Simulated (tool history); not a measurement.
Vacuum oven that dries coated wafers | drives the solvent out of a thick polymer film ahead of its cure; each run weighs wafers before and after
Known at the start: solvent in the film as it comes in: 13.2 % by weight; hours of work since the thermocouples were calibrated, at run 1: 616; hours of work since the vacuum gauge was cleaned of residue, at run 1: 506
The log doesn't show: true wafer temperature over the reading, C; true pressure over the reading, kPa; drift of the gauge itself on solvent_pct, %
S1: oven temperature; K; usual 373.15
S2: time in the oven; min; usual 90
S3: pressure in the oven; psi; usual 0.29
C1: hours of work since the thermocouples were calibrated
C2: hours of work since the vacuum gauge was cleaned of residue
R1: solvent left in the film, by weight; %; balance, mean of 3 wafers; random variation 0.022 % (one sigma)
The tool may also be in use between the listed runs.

run,day,S1,S2,S3,C1,C2,R1
1,0,373.15,90,0.29,616,506,1.98
2,0.471,373.15,90,0.29,625,514,1.97
3,1.058,373.15,90,0.29,635,524,1.97
4,1.567,373.15,90,0.29,644,533,1.98
5,1.938,373.15,57,0.29,650,539,3.39
6,2.638,373.15,57,0.29,663,552,3.34
7,3.275,373.15,57,0.29,674,563,3.4
8,3.633,373.15,90,0.174,680,569,1.69
9,3.996,373.15,90,0.174,686,575,1.68
10,4.454,373.15,90,0.174,694,583,1.68
11,4.892,373.15,90,0.174,702,591,1.66
12,5.575,373.15,90,0.222,714,603,1.81
13,6.275,373.15,90,0.222,726,615,1.8
14,6.962,373.15,90,0.222,738,627,1.81
15,7.333,373.15,90,0.222,744,634,1.81
16,7.9,373.15,98,0.222,754,643,1.63
17,8.667,373.15,98,0.222,768,657,1.59
18,9.433,373.15,98,0.222,781,670,1.6
19,9.942,373.15,98,0.222,790,679,1.55
20,10.262,373.15,98,0.222,795,685,1.61
21,10.708,373.15,90,0.29,803,692,1.96
22,11.25,373.15,90,0.29,813,702,1.96
23,11.75,373.15,90,0.29,821,711,1.94
24,12.446,373.15,90,0.29,834,723,1.95
25,12.933,373.15,104,0.29,842,731,1.67
26,13.362,373.15,104,0.29,850,739,1.64
27,13.733,382.15,90,1.124,856,745,2.66
28,14.117,382.15,90,1.124,863,752,2.59
29,14.492,372.15,90,0.88,869,758,3.63
30,15.067,381.15,66,0.426,879,768,1.89
31,15.775,367.15,90,0.29,892,781,3.01
32,16.121,369.15,112,0.29,898,787,1.99
33,16.492,369.15,49,0.29,904,793,4.7
34,17.1,366.15,121,0.714,915,804,3.69
35,17.421,364.15,128,0.29,920,809,2.49
36,18.054,373.15,128,0.238,931,820,1.18
37,18.529,378.15,61,0.949,940,829,3.61
38,19.15,378.15,70,0.949,950,840,3.26
39,19.608,378.15,70,0.949,958,848,3.28
40,20.333,372.15,69,0.949,971,860,4.42
41,20.954,372.15,69,0.949,982,871,4.46
42,21.696,363.15,50,0.321,995,884,5.86
43,22.2,373.15,90,0.2,1004,893,1.76
44,22.579,375.15,119,0.741,1010,899,2.33
45,23.079,373.15,119,0.178,1019,908,1.13
46,23.433,387.15,71,0.84,1025,914,1.79

The same runs without the tool's hidden state, with the same run-to-run variation:
run,R1
1,2.03
2,2.02
3,2.01
4,2.02
5,3.47
6,3.41
7,3.48
8,1.74
9,1.72
10,1.72
11,1.7
12,1.85
13,1.85
14,1.86
15,1.86
16,1.67
17,1.62
18,1.64
19,1.59
20,1.65
21,2.02
22,2.01
23,1.99
24,2.01
25,1.7
26,1.68
27,2.71
28,2.64
29,3.71
30,1.94
31,3.08
32,2.04
33,4.8
34,3.77
35,2.54
36,1.19
37,3.71
38,3.35
39,3.37
40,4.53
41,4.58
42,5.96
43,1.81
44,2.37
45,1.15
46,1.83
